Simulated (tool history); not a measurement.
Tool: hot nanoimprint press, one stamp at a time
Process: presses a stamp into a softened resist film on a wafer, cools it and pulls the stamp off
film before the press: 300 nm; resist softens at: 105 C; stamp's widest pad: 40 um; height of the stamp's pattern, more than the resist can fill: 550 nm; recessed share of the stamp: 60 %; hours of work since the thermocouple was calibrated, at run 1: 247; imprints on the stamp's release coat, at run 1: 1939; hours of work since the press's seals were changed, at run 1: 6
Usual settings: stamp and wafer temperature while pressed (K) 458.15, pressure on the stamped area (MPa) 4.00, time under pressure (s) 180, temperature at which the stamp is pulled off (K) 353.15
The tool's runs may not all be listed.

run	hour	stamp and wafer temperature while pressed (K)	pressure on the stamped area (MPa)	time under pressure (s)	temperature at which the stamp is pulled off (K)	hours of work since the thermocouple was calibrated	imprints on the stamp's release coat	hours of work since the press's seals were changed	resist left under the stamp's widest pad (Å)	greatest force while the stamp is pulled off (N)
1	0.0	458.15	4.00	180	353.15	247	1939	6	1366	184
2	33.1	458.15	3.62	180	353.15	271	2127	30	1438	194
# hour 46.8: stamp cleaned and given a new release coat
3	61.7	458.15	4.00	180	353.15	287	84	47	1373	108
4	95.9	458.15	3.36	180	353.15	312	279	71	1481	113
5	112.4	458.15	4.00	180	353.15	324	373	83	1369	120
# hour 118.1: plate thermocouple calibrated
6	134.8	454.15	4.00	180	353.15	12	483	97	1464	117
7	156.1	454.15	5.81	180	353.15	27	604	113	1226	126
8	177.2	458.15	3.10	180	353.15	43	723	128	1494	127
9	196.2	458.15	4.00	180	353.15	57	831	142	1320	133
10	218.4	465.15	4.03	289	353.15	73	957	158	925	133
11	244.6	458.15	2.65	180	352.15	92	1106	177	1598	150
12	258.8	458.15	3.23	180	353.15	102	1187	187	1461	144
# hour 277.0: plate thermocouple calibrated, once more
13	278.2	463.15	4.00	180	353.15	1	1280	199	1261	166
14	297.9	463.15	4.00	180	353.15	15	1392	213	1250	168
15	317.7	463.15	4.00	180	353.15	29	1504	228	1258	174
16	342.9	463.15	4.00	180	353.15	48	1647	246	1256	176
17	360.3	460.15	6.38	180	353.15	60	1746	259	1074	182
18	394.1	451.15	4.00	180	353.15	85	1938	283	1674	189

Some steps in resist left under the stamp's widest pad (Å) between neighbouring runs. How much of each would the tool show without its hidden state too (settings, what came in, random variation), and how much is left for the hidden state, with any gauge scatter that isn't in both results?
The hidden state here: true temperature over the reading, C; pressure that arrives at the usual setting, %; grip of the stamp's worn release coat, % over a new coat's; drift of the gauge itself on residual_nm, %; drift of the gauge itself on pull_off_n, %.
Run 10 -> 11: stamp and wafer temperature while pressed (K) 465.15 -> 458.15, pressure on the stamped area (MPa) 4.03 -> 2.65, time under pressure (s) 289 -> 180, temperature at which the stamp is pulled off (K) 353.15 -> 352.15. resist left under the stamp's widest pad (Å) +673: hidden state -42, all else +715.
Run 12 -> 13: stamp and wafer temperature while pressed (K) 458.15 -> 463.15, pressure on the stamped area (MPa) 3.23 -> 4.00, plate thermocouple calibrated, once more. resist left under the stamp's widest pad (Å) -200: hidden state +112, all else -312.
